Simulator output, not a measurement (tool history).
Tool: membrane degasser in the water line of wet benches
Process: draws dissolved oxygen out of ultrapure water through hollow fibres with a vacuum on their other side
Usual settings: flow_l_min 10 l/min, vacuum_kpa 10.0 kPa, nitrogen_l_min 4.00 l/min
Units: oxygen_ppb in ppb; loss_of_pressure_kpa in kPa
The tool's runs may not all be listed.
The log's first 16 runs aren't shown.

run    hour  flow_l_min  vacuum_kpa  nitrogen_l_min  oxygen_ppb  loss_of_pressure_kpa
 17  2840.9          10        10.0            4.00        49.2                 57.66
 18  3039.6          10         6.7            5.72        22.2                 57.83
 19  3152.8          10         7.8            2.77        48.1                 58.26
 20  3273.3           9        10.0            4.00        43.0                 52.10
 21  3391.1           9        10.0            6.88        26.0                 51.56
 22  3518.2           9        10.0            6.88        26.5                 52.41
 23  3682.0          10        14.2            6.88        46.1                 57.78
 24  3897.1          10        21.4            7.61        66.9                 57.76
 25  4100.7           8        10.0            8.89        17.6                 46.20
 26  4222.6           8        10.0            8.89        17.9                 46.04
 27  4480.2           8         9.0            7.18        18.5                 46.55
 28  4702.2           9        10.0            2.40        68.2                 51.77
 29  4928.7          14        10.0            2.40       120.7                 80.29
 30  5037.4          10        10.5            2.40        82.2                 57.68
 31  5209.8           9         6.7            5.92        17.3                 52.32
 32  5375.7          10        14.7            2.07       139.6                 58.00

3 ways to go on from here, each from the tool as it stands after run 32. What would each give?
  A  5544.6           6        10.1            2.07           ?                     ?
  B  5544.6           8         8.8            2.07           ?                     ?
  C  5544.6          12        10.0            3.73           ?                     ?

run  oxygen_ppb  loss_of_pressure_kpa
  A        49.3                 34.57
  B        56.5                 46.17
  C        68.1                 69.33
Without the tool's hidden state the same runs would have given:
run  oxygen_ppb  loss_of_pressure_kpa
  A        49.2                 34.53
  B        56.4                 46.11
  C        67.9                 69.23
